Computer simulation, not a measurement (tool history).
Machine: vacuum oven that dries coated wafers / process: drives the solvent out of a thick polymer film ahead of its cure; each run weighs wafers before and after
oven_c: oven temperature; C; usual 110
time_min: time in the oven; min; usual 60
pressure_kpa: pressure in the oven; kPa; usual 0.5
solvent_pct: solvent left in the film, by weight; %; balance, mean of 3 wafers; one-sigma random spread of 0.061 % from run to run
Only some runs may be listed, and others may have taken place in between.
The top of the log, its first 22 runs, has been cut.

run,hour,oven_c,time_min,pressure_kpa,hours of work since the thermocouples were calibrated,hours of work since the vacuum gauge was cleaned of residue,solvent_pct
23,187.6,100,73,0.888,459,411,6.52
24,200.4,100,73,0.888,469,420,6.46
25,208.1,121,56,0.888,474,426,1.36
26,216.5,112,30,0.5,480,432,7.45
27,224.6,112,30,0.5,486,438,7.48
28,233,112,30,0.5,493,444,7.51
29,242.5,110,60,0.724,500,451,3.91
30,252,122,51,0.5,507,458,1.5
31,264.7,109,68,0.329,516,468,3.49
32,273.5,101,53,0.5,523,474,8.02
33,283.9,117,33,0.5,530,482,5.08
34,291.2,96,106,0.5,536,487,5.4
35,300.3,99,76,0.4,542,494,6.48
36,309.6,104,60,0.5,549,501,5.92
37,317.4,110,60,1.618,555,507,4.1
38,324,110,60,1.618,560,512,4.2
39,336.9,105,93,0.444,569,521,3.02
40,349.4,105,93,0.444,579,530,3.03
41,356.5,105,93,0.444,584,536,3.08

Consider 4 possible next runs. They are alternatives, not a sequence: every one starts from the tool as it was left by run 41. What does each give?
A,364.6,105,81,0.444,590,542,?
B,364.6,105,102,0.444,590,542,?
C,364.6,97,34,1.818,590,542,?
D,364.6,110,60,0.497,590,542,?

run,solvent_pct
A,3.88
B,2.6
C,12.51
D,3.88
Had the tool no hidden state, the same runs would have come out as:
run,solvent_pct
A,3.43
B,2.21
C,12.08
D,3.44

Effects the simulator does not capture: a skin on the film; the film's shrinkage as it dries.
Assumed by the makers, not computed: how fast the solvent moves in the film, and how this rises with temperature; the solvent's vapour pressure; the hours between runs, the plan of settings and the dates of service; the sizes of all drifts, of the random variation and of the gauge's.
